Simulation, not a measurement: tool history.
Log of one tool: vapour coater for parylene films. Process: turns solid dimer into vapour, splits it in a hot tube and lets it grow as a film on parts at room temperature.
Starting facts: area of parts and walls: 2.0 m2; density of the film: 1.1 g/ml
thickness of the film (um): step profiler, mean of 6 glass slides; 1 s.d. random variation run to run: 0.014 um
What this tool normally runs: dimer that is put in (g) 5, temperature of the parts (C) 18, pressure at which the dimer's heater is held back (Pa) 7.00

run	hour	dimer that is put in (g)	temperature of the parts (C)	pressure at which the dimer's heater is held back (Pa)	thickness of the film (um)
1	0.0	5	18	7.00	1.46
2	10.5	5	18	2.73	1.61
3	19.0	5	18	4.70	1.48
4	36.3	5	18	4.70	1.48
5	47.3	5	18	4.70	1.47
6	60.6	5	18	4.70	1.48
7	71.7	5	18	7.00	1.41
8	82.0	5	16	9.08	1.42
# hour 84.7: table's thermometer calibrated
9	96.7	5	29	2.14	1.23
# hour 112.7: trap's valve overhauled
# hour 116.1: table's thermometer calibrated, once more
10	121.1	5	29	2.14	1.42
11	137.6	5	29	2.14	1.42
12	146.8	5	13	8.10	1.75
13	158.9	5	12	10.61	1.73

4 options for the next run, each taken on its own from the tool as it stands now. Forecast them:
A	174.5	5	10	10.61	?
B	174.5	4	12	2.28	?
C	174.5	9	19	4.34	?
D	174.5	6	10	2.51	?

run	thickness of the film (um)
A	1.76
B	1.67
C	2.91
D	2.57
Stripped of hidden state, with their random variation kept, the same runs would have yielded:
run	thickness of the film (um)
A	1.81
B	1.71
C	2.99
D	2.65
